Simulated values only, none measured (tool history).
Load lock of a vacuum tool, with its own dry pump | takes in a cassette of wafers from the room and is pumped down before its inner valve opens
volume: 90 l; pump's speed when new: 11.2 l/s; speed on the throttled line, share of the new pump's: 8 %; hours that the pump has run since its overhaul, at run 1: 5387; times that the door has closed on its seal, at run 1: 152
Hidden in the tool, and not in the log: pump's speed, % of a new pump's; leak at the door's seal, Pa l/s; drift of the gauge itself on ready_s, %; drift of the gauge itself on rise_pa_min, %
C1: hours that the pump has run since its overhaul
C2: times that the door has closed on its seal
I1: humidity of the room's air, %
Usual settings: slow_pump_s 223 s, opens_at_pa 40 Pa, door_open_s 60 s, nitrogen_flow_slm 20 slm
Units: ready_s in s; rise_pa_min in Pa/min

Run 1, day 0.000: usual settings; C1 5387; C2 152; I1 45.9. Result: ready_s 269.4 s, rise_pa_min 0.021 Pa/min.
Run 2, day 2.612: usual settings; C1 5450; C2 264; I1 44.3. Result: ready_s 268.6 s, rise_pa_min 0.020 Pa/min.
Run 3, day 6.008: usual settings; C1 5532; C2 411; I1 47.2. Result: ready_s 269.3 s, rise_pa_min 0.027 Pa/min.
Run 4, day 8.292: usual settings but door_open_s 149 s; C1 5587; C2 509; I1 45.7. Result: ready_s 268.3 s, rise_pa_min 0.040 Pa/min.
Run 5, day 12.279: usual settings but door_open_s 76 s; C1 5682; C2 680; I1 44.9. Result: ready_s 268.8 s, rise_pa_min 0.033 Pa/min.
Run 6, day 16.004: usual settings but door_open_s 76 s; C1 5772; C2 840; I1 46.2. Result: ready_s 268.0 s, rise_pa_min 0.030 Pa/min.
Run 7, day 17.796: usual settings but nitrogen_flow_slm 12 slm; C1 5815; C2 918; I1 47.2. Result: ready_s 268.1 s, rise_pa_min 0.027 Pa/min.
Run 8, day 19.475: usual settings but nitrogen_flow_slm 12 slm; C1 5855; C2 990; I1 43.7. Result: ready_s 268.8 s, rise_pa_min 0.030 Pa/min.
Run 9, day 21.988: usual settings but opens_at_pa 75 Pa, door_open_s 104 s, nitrogen_flow_slm 19 slm; C1 5915; C2 1098; I1 45.3. Result: ready_s 263.7 s, rise_pa_min 0.031 Pa/min.

Forecast run 10:
Run 10, day 24.767: usual settings but opens_at_pa 60 Pa, door_open_s 31 s, nitrogen_flow_slm 13 slm; C1 5982; C2 1217; I1 46.2. Result: ready_s ?, rise_pa_min ?.

ready_s: 265.7 s
rise_pa_min: 0.017 Pa/min
Without the tool's hidden state the same run would have given ready_s 264.3 s, rise_pa_min 0.011 Pa/min.
